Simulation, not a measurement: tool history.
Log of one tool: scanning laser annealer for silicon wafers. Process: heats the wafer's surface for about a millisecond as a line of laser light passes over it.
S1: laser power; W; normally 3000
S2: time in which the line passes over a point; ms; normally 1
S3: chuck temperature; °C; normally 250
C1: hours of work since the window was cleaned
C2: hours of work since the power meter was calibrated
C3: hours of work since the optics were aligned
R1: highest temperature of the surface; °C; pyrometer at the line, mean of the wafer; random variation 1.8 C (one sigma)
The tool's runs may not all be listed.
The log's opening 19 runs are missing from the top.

run,hour,S1,S2,S3,C1,C2,C3,R1
20,275.4,3000,1,250,314,340,723,983
21,287.9,2915,0.93,270,323,349,732,956
22,306.5,2945,1.23,224,336,362,745,1024
23,318.1,2650,1.23,273,344,370,753,997
24,331.2,2650,1.23,273,354,380,763,996
25,342.3,2650,1.23,273,362,388,771,998
26,352.9,2881,1,274,369,396,779,978
27,368.6,3245,0.79,227,381,407,790,930
28,385.7,2637,0.79,227,393,419,802,799
29,396.9,3114,0.77,281,401,427,810,945
30,408.5,3114,0.77,281,410,436,819,945
31,416.9,3000,0.75,250,416,442,825,884
32,437.3,3000,0.75,250,430,456,840,884
33,448.9,3000,0.75,250,439,465,848,883
34,462.1,3000,0.75,250,448,474,857,882
35,473,3000,0.75,250,456,482,865,881
36,488.1,3259,1.09,250,467,493,876,1087
37,501,3259,1.01,274,476,502,885,1076
38,518.2,3000,0.89,231,489,515,898,923
39,532.4,3000,0.89,231,499,525,908,919
40,545.5,3000,0.89,231,508,535,918,921

What if the next run were any one of these 5? Each begins from the tool's condition after run 40:
A,561,3182,0.81,258,520,546,929,?
B,561,3000,1.15,232,520,546,929,?
C,561,3162,0.92,231,520,546,929,?
D,561,3000,0.83,231,520,546,929,?
E,561,2907,0.89,231,520,546,929,?

run,R1
A,954
B,1022
C,971
D,900
E,902
Without the tool's hidden state the same runs would have given:
run,R1
A,955
B,1023
C,972
D,901
E,903
